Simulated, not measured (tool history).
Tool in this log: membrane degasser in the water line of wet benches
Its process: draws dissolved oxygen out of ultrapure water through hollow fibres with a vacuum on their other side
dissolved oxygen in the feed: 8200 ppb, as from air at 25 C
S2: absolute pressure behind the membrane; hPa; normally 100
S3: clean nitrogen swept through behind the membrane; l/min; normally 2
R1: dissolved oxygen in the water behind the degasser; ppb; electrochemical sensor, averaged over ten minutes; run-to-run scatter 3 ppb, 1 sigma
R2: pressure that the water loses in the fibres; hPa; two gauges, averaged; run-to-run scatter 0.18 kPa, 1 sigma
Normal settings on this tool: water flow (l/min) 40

run 1 day=0 | water_flow_(l/min)=40 S2=100 S3=2 | R1=389.5 R2=339.8
run 2 day=5.292 | water_flow_(l/min)=40 S2=100 S3=2 | R1=389.2 R2=338.3
run 3 day=13.471 | water_flow_(l/min)=40 S2=100 S3=2 | R1=393.7 R2=342
-- day=14.4 seals of the vacuum lines changed
-- day=16.288 vacuum gauge calibrated
run 4 day=18.229 | water_flow_(l/min)=40 S2=100 S3=2 | R1=390.6 R2=340
run 5 day=26.612 | water_flow_(l/min)=40 S2=79 S3=2 | R1=308.8 R2=336.9
run 6 day=32.162 | water_flow_(l/min)=40 S2=79 S3=2 | R1=305.1 R2=337.6
run 7 day=40.788 | water_flow_(l/min)=40 S2=79 S3=2 | R1=303.3 R2=337
run 8 day=47.546 | water_flow_(l/min)=33 S2=100 S3=2 | R1=296.5 R2=276.6
run 9 day=54.379 | water_flow_(l/min)=40 S2=100 S3=2 | R1=392.4 R2=335.2
run 10 day=62.717 | water_flow_(l/min)=40 S2=100 S3=2 | R1=390.8 R2=337.8
run 11 day=70.675 | water_flow_(l/min)=38 S2=165 S3=2 | R1=600.3 R2=318.4
run 12 day=75.858 | water_flow_(l/min)=62 S2=165 S3=3.11 | R1=881.9 R2=516.2
run 13 day=80.312 | water_flow_(l/min)=41 S2=67 S3=5.94 | R1=170.2 R2=343.5
run 14 day=88.117 | water_flow_(l/min)=41 S2=67 S3=5.94 | R1=168.4 R2=342.7
run 15 day=97.454 | water_flow_(l/min)=40 S2=102 S3=2 | R1=398.8 R2=333.9
run 16 day=103.679 | water_flow_(l/min)=26 S2=175 S3=0.91 | R1=813.1 R2=216.5
run 17 day=112.167 | water_flow_(l/min)=29 S2=184 S3=1.25 | R1=738.5 R2=241.7
run 18 day=120.646 | water_flow_(l/min)=29 S2=206 S3=2.58 | R1=466.6 R2=240.5

Had the tool no unlogged condition, and each run kept its random variation, what would the results have been?
What the log doesn't record here: membrane still open, %; true pressure behind the membrane over the reading, kPa; air that leaks in behind the membrane, l/min; drift of the gauge itself on oxygen_ppb, %; drift of the gauge itself on loss_of_pressure_kpa, %.
run=1 R2=339.7
run=2 R2=338.5
run=3 R2=342.8
run=4 R2=341.1
run=5 R2=338.6
run=6 R2=339.6
run=7 R2=339.6
run=8 R2=279.1
run=9 R2=338.7
run=10 R2=341.9
run=11 R2=322.8
run=12 R2=523.8
run=13 R2=348.9
run=14 R2=348.6
run=15 R2=340.3
run=16 R2=220.9
run=17 R2=247.1
run=18 R2=246.2
R1 without the hidden state stays within 0.6 ppb of what was measured, in all runs.

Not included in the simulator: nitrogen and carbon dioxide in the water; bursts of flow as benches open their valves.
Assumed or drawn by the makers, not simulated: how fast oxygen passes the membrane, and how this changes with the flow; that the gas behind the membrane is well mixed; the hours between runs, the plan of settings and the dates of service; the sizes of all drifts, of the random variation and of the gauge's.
